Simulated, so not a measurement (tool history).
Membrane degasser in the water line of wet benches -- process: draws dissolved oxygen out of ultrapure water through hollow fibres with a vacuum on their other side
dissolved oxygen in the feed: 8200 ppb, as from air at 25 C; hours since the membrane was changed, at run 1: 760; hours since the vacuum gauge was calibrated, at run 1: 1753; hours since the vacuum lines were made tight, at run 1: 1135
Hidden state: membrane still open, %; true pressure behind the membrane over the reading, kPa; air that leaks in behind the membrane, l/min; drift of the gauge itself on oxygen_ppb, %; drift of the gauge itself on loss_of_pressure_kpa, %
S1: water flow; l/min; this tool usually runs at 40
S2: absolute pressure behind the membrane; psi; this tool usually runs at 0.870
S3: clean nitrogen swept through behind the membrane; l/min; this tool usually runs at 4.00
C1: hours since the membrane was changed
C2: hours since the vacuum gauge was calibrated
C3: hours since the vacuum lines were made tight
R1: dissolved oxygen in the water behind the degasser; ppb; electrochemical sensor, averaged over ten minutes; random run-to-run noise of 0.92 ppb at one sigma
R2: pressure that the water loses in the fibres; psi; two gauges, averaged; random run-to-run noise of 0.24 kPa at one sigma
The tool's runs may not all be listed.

| run | hour | S1 | S2 | S3 | C1 | C2 | C3 | R1 | R2 |
|---|---|---|---|---|---|---|---|---|---|
| 1 | 0.0 | 40 | 0.870 | 4.00 | 760 | 1753 | 1135 | 86.8 | 9.137 |
| 2 | 71.0 | 40 | 0.870 | 4.00 | 831 | 1824 | 1206 | 86.2 | 9.140 |
| 3 | 128.4 | 40 | 1.607 | 4.00 | 888 | 1881 | 1263 | 206.2 | 9.143 |
| 4 | 187.5 | 40 | 1.607 | 4.00 | 947 | 1940 | 1322 | 202.5 | 9.177 |
| 5 | 287.9 | 40 | 1.607 | 4.00 | 1048 | 2041 | 1423 | 204.7 | 9.132 |
| 6 | 370.2 | 40 | 1.607 | 4.00 | 1130 | 2123 | 1505 | 200.7 | 9.216 |
| 7 | 445.5 | 40 | 1.607 | 4.00 | 1205 | 2198 | 1580 | 199.9 | 9.226 |
| 8 | 560.2 | 40 | 0.870 | 2.23 | 1320 | 2313 | 1695 | 132.4 | 9.217 |
| 9 | 653.9 | 40 | 0.870 | 4.00 | 1414 | 2407 | 1789 | 84.7 | 9.139 |
| 10 | 782.0 | 40 | 0.870 | 4.00 | 1542 | 2535 | 1917 | 87.9 | 9.246 |
| 11 | 872.6 | 40 | 0.870 | 4.00 | 1632 | 2625 | 2007 | 86.6 | 9.165 |
| 12 | 935.5 | 40 | 0.870 | 4.00 | 1695 | 2688 | 2070 | 86.3 | 9.200 |
| 13 | 1028.2 | 40 | 0.870 | 4.00 | 1788 | 2781 | 2163 | 85.8 | 9.268 |
| 14 | 1106.1 | 29 | 0.870 | 4.00 | 1866 | 2859 | 2241 | 52.4 | 6.653 |
| 15 | 1182.1 | 29 | 0.870 | 4.00 | 1942 | 2935 | 2317 | 52.9 | 6.698 |
| 16 | 1269.5 | 29 | 0.870 | 4.00 | 2029 | 3022 | 2404 | 53.9 | 6.647 |
| 17 | 1404.6 | 29 | 0.870 | 4.00 | 2164 | 3157 | 2539 | 54.1 | 6.707 |
| 18 | 1485.8 | 29 | 0.870 | 4.00 | 2246 | 3238 | 2621 | 52.5 | 6.722 |
| 19 | 1601.8 | 61 | 0.870 | 2.31 | 2362 | 3354 | 2736 | 253.0 | 14.204 |
| 20 | 1675.7 | 61 | 1.260 | 3.21 | 2435 | 3428 | 2810 | 320.4 | 14.164 |
|  | 1698.0 | vacuum gauge calibrated |
| 21 | 1762.1 | 61 | 2.058 | 7.51 | 2521 | 64 | 2896 | 306.0 | 14.156 |
| 22 | 1832.5 | 38 | 1.220 | 5.49 | 2592 | 134 | 2967 | 103.4 | 8.834 |
| 23 | 1891.2 | 38 | 1.220 | 5.49 | 2650 | 193 | 3025 | 104.5 | 8.859 |

The next listed run, before its measurement:
| 24 | 1986.7 | 24 | 1.166 | 4.00 | 2746 | 289 | 3121 | ? | ? |

For run 24 the tool returned R1 72.2 ppb, R2 5.601 psi.
The same run, on a tool lacking any hidden state, would have yielded R1 72.2 ppb, R2 5.487 psi.

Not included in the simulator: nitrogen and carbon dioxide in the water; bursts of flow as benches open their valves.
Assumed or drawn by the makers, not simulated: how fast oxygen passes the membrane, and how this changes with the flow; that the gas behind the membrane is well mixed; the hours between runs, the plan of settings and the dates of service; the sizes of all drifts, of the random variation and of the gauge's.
